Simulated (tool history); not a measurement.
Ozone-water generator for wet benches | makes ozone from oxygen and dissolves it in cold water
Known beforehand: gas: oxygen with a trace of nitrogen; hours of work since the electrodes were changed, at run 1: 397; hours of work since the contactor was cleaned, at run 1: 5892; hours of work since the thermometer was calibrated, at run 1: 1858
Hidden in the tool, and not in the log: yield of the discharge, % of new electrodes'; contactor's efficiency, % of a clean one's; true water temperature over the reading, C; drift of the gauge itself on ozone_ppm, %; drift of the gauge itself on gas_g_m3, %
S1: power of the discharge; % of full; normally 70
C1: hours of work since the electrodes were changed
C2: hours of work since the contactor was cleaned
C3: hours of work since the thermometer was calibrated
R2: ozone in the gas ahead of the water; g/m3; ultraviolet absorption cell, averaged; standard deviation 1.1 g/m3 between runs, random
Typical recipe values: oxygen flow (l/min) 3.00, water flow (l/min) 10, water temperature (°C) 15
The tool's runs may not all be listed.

{"run": 1, "hour": 0.0, "S1": 70, "oxygen flow (l/min)": 3.0, "water flow (l/min)": 10, "water temperature (°C)": 15, "C1": 397, "C2": 5892, "C3": 1858, "dissolved ozone (ppm)": 23.8, "R2": 189.6}
{"run": 2, "hour": 18.7, "S1": 70, "oxygen flow (l/min)": 3.0, "water flow (l/min)": 10, "water temperature (°C)": 15, "C1": 415, "C2": 5910, "C3": 1876, "dissolved ozone (ppm)": 23.6, "R2": 191.1}
{"run": 3, "hour": 36.1, "S1": 70, "oxygen flow (l/min)": 3.0, "water flow (l/min)": 10, "water temperature (°C)": 15, "C1": 432, "C2": 5927, "C3": 1893, "dissolved ozone (ppm)": 23.6, "R2": 192.0}
{"run": 4, "hour": 62.9, "S1": 70, "oxygen flow (l/min)": 3.0, "water flow (l/min)": 10, "water temperature (°C)": 15, "C1": 458, "C2": 5953, "C3": 1919, "dissolved ozone (ppm)": 23.7, "R2": 192.2}
{"run": 5, "hour": 80.1, "S1": 70, "oxygen flow (l/min)": 3.0, "water flow (l/min)": 10, "water temperature (°C)": 15, "C1": 475, "C2": 5970, "C3": 1936, "dissolved ozone (ppm)": 23.6, "R2": 191.6}
{"run": 6, "hour": 107.1, "S1": 70, "oxygen flow (l/min)": 3.0, "water flow (l/min)": 10, "water temperature (°C)": 15, "C1": 501, "C2": 5996, "C3": 1962, "dissolved ozone (ppm)": 23.8, "R2": 191.0}
{"run": 7, "hour": 135.4, "S1": 70, "oxygen flow (l/min)": 3.0, "water flow (l/min)": 10, "water temperature (°C)": 15, "C1": 528, "C2": 6024, "C3": 1990, "dissolved ozone (ppm)": 23.8, "R2": 191.3}
{"run": 8, "hour": 156.4, "S1": 70, "oxygen flow (l/min)": 3.0, "water flow (l/min)": 9, "water temperature (°C)": 9, "C1": 549, "C2": 6044, "C3": 2010, "dissolved ozone (ppm)": 27.5, "R2": 191.0}
{"run": 9, "hour": 178.3, "S1": 67, "oxygen flow (l/min)": 3.0, "water flow (l/min)": 10, "water temperature (°C)": 15, "C1": 570, "C2": 6065, "C3": 2031, "dissolved ozone (ppm)": 23.1, "R2": 187.8}
{"run": 10, "hour": 198.3, "S1": 99, "oxygen flow (l/min)": 3.0, "water flow (l/min)": 10, "water temperature (°C)": 9, "C1": 589, "C2": 6085, "C3": 2051, "dissolved ozone (ppm)": 31.0, "R2": 233.3}
{"hour": 200.2, "done": "water thermometer calibrated"}
{"run": 11, "hour": 221.5, "S1": 99, "oxygen flow (l/min)": 3.0, "water flow (l/min)": 10, "water temperature (°C)": 9, "C1": 612, "C2": 6107, "C3": 21, "dissolved ozone (ppm)": 31.3, "R2": 232.2}
{"run": 12, "hour": 242.5, "S1": 99, "oxygen flow (l/min)": 2.65, "water flow (l/min)": 10, "water temperature (°C)": 9, "C1": 632, "C2": 6127, "C3": 41, "dissolved ozone (ppm)": 30.6, "R2": 243.0}
{"hour": 252.1, "done": "water thermometer calibrated, once more"}
{"run": 13, "hour": 262.5, "S1": 70, "oxygen flow (l/min)": 3.51, "water flow (l/min)": 9, "water temperature (°C)": 14, "C1": 651, "C2": 6146, "C3": 10, "dissolved ozone (ppm)": 26.1, "R2": 179.1}
{"run": 14, "hour": 284.4, "S1": 70, "oxygen flow (l/min)": 3.51, "water flow (l/min)": 10, "water temperature (°C)": 7, "C1": 672, "C2": 6167, "C3": 31, "dissolved ozone (ppm)": 26.8, "R2": 178.1}

Alternative continuations, all from the tool just after run 14; predict every row:
{"run": "A", "hour": 298.4, "S1": 70, "oxygen flow (l/min)": 2.85, "water flow (l/min)": 10, "water temperature (°C)": 15, "C1": 686, "C2": 6181, "C3": 45, "dissolved ozone (ppm)": "?", "R2": "?"}
{"run": "B", "hour": 298.4, "S1": 96, "oxygen flow (l/min)": 3.0, "water flow (l/min)": 9, "water temperature (°C)": 9, "C1": 686, "C2": 6181, "C3": 45, "dissolved ozone (ppm)": "?", "R2": "?"}
{"run": "C", "hour": 298.4, "S1": 70, "oxygen flow (l/min)": 3.0, "water flow (l/min)": 10, "water temperature (°C)": 16, "C1": 686, "C2": 6181, "C3": 45, "dissolved ozone (ppm)": "?", "R2": "?"}
{"run": "D", "hour": 298.4, "S1": 70, "oxygen flow (l/min)": 2.75, "water flow (l/min)": 10, "water temperature (°C)": 10, "C1": 686, "C2": 6181, "C3": 45, "dissolved ozone (ppm)": "?", "R2": "?"}
{"run": "E", "hour": 298.4, "S1": 70, "oxygen flow (l/min)": 3.0, "water flow (l/min)": 10, "water temperature (°C)": 9, "C1": 686, "C2": 6181, "C3": 45, "dissolved ozone (ppm)": "?", "R2": "?"}

run=A dissolved_ozone_(ppm)=23.3 R2=196.1
run=B dissolved_ozone_(ppm)=33.3 R2=227.0
run=C dissolved_ozone_(ppm)=23.2 R2=192.1
run=D dissolved_ozone_(ppm)=25.0 R2=197.7
run=E dissolved_ozone_(ppm)=25.7 R2=190.8
Stripped of hidden state, with their random variation kept, the same runs would have yielded:
run=A dissolved_ozone_(ppm)=24.3 R2=198.7
run=B dissolved_ozone_(ppm)=34.7 R2=230.6
run=C dissolved_ozone_(ppm)=24.1 R2=194.7
run=D dissolved_ozone_(ppm)=26.0 R2=200.4
run=E dissolved_ozone_(ppm)=26.8 R2=193.3
